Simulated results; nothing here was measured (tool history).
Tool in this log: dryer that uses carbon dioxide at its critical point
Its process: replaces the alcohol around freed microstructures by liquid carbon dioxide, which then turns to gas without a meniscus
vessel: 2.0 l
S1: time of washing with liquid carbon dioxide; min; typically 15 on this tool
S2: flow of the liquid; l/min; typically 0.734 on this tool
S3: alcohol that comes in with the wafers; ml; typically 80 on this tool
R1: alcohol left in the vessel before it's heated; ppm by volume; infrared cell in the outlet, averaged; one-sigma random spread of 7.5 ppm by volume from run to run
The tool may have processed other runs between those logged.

Run 1, day 0: usual settings. Result: R1 758 ppm by volume.
Run 2, day 1.121: usual settings. Result: R1 774 ppm by volume.
Run 3, day 2.562: usual settings. Result: R1 819 ppm by volume.
Run 4, day 3.454: usual settings. Result: R1 431 ppm by volume.
Run 5, day 4.721: usual settings but S3 48 ml. Result: R1 304 ppm by volume.
Run 6, day 5.854: usual settings but S3 48 ml. Result: R1 314 ppm by volume.
Run 7, day 6.908: usual settings but S3 48 ml. Result: R1 337 ppm by volume.
Run 8, day 7.846: usual settings but S1 14 min, S2 0.817 l/min, S3 56 ml. Result: R1 348 ppm by volume.
Run 9, day 9.129: usual settings but S1 14 min, S2 0.817 l/min, S3 56 ml. Result: R1 358 ppm by volume.
Run 10, day 10.804: usual settings but S1 14 min, S2 0.817 l/min, S3 56 ml. Result: R1 386 ppm by volume.
Run 11, day 11.783: usual settings but S1 13 min, S2 1.166 l/min, S3 40 ml. Result: R1 137 ppm by volume.

Not shown here: 1 entry made in the log between runs. Locate each between two listed runs and compare the hidden state at the listed run before it with the hidden state at the listed run after it:
Between runs 3 and 4: inlet filter changed (day 3.204)
  flow that reaches the vessel past the clogged filter, %: 84.5 -> 99.7; alcohol in the recycled carbon dioxide, ppm: 66.1 -> 68
  what was measured, less what the result would be without the hidden state, R1: +449 -> +67 ppm by volume
